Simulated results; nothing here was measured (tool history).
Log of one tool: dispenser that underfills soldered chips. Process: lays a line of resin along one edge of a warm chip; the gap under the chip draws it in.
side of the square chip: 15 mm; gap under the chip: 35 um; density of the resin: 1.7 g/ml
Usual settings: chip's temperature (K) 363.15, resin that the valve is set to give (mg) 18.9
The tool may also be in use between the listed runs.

run   hour  chip's temperature (K)  resin that the valve is set to give (mg)  time until the resin shows at the far edge (s)  resin that the valve gave (mg)
  1      0                  363.15                                      18.9                                           542.8                           18.52
  2    4.4                  363.15                                      18.9                                           650.9                           18.42
      12.4  -- dispensing valve cleaned and set on the balance
      13.2  -- new syringe of resin
  3   14.4                  355.15                                      18.9                                             841                           19.01
  4   19.9                  355.15                                      18.9                                          1048.7                           18.92
  5   25.2                  355.15                                      18.9                                          1301.1                           18.88
      25.9  -- new syringe of resin
  6   34.2                  363.15                                      18.9                                           752.6                           18.89
      38.6  -- new syringe of resin
  7   42.6                  363.15                                      18.9                                           624.5                           18.81
      51.4  -- new syringe of resin
  8   52.1                  363.15                                      18.9                                           548.3                           18.82
  9   60.7                  363.15                                      18.9                                           783.2                           18.71
      64.3  -- new syringe of resin
 10   68.9                  363.15                                      18.9                                           650.7                           18.75
 11   74.1                  363.15                                      18.9                                           797.4                           18.67
      77.4  -- new syringe of resin
 12   83.1                  363.15                                      18.9                                           683.5                           18.68
      90.3  -- new syringe of resin
 13   92.5                  363.15                                      18.9                                           575.2                           18.56
 14   96.7                  363.15                                      18.9                                           688.3                            18.6
 15  100.9                  363.15                                      18.9                                           797.6                           18.58
     103.3  -- new syringe of resin
 16  105.9                  363.15                                      18.9                                           586.9                           18.59
     111.4  -- dispensing valve cleaned and set on the balance
 17    115                  363.15                                      16.8                                           859.1                           16.75
     117.7  -- new syringe of resin
 18  123.9                  363.15                                      16.8                                             710                           16.73
     130.5  -- new syringe of resin
 19  130.9                  363.15                                      16.8                                           569.7                           16.72
 20  139.8                  363.15                                      16.8                                           812.1                           16.74
     141.5  -- stage's temperature calibrated
     144.6  -- new syringe of resin
 21  146.2                  363.15                                      16.8                                           529.3                           16.71
 22  150.7                  373.15                                      22.3                                           371.9                           22.06
 23  156.8                  371.15                                      16.5                                           564.9                           16.38
     157.5  -- new syringe of resin
 24  165.8                  371.15                                      16.5                                           491.9                           16.32
     170.2  -- new syringe of resin
 25  173.5                  351.15                                      21.5                                          1029.8                           21.24
 26  181.6                  351.15                                      16.4                                          1529.9                           16.12
       183  -- new syringe of resin
 27  188.3                  361.15                                      17.5                                           686.3                           17.22
 28  192.8                  361.15                                      17.5                                           846.5                           17.21
     196.3  -- new syringe of resin
 29  201.7                  361.15                                      17.5                                           672.1                           17.12
 30  205.7                  354.15                                      16.5                                          1182.7                           16.16
     209.3  -- new syringe of resin
     211.5  -- dispensing valve cleaned and set on the balance
 31  213.1                  376.15                                      20.8                                           289.1                           20.72
 32  221.7                  376.15                                      20.8                                           422.8                           20.67
     223.1  -- new syringe of resin
 33  228.5                  376.15                                      20.8                                           324.4                           20.71
 34  233.5                  376.15                                      20.8                                           401.7                            20.6
     236.1  -- new syringe of resin
 35  238.2                  376.15                                      20.8                                           293.2                           20.66

Forecast each of these 3 alternatives for the next run:
  A  244.4                  358.15                                      17.4                                               ?                               ?
  B  244.4                  363.15                                      18.8                                               ?                               ?
  C  244.4                  363.15                                      21.7                                               ?                               ?

run  time until the resin shows at the far edge (s)  resin that the valve gave (mg)
  A                                             877                           17.27
  B                                             681                           18.67
  C                                           665.5                           21.48
Without the tool's hidden state the same runs would have given:
run  time until the resin shows at the far edge (s)  resin that the valve gave (mg)
  A                                           624.6                           17.43
  B                                           485.4                           18.84
  C                                             475                           21.68
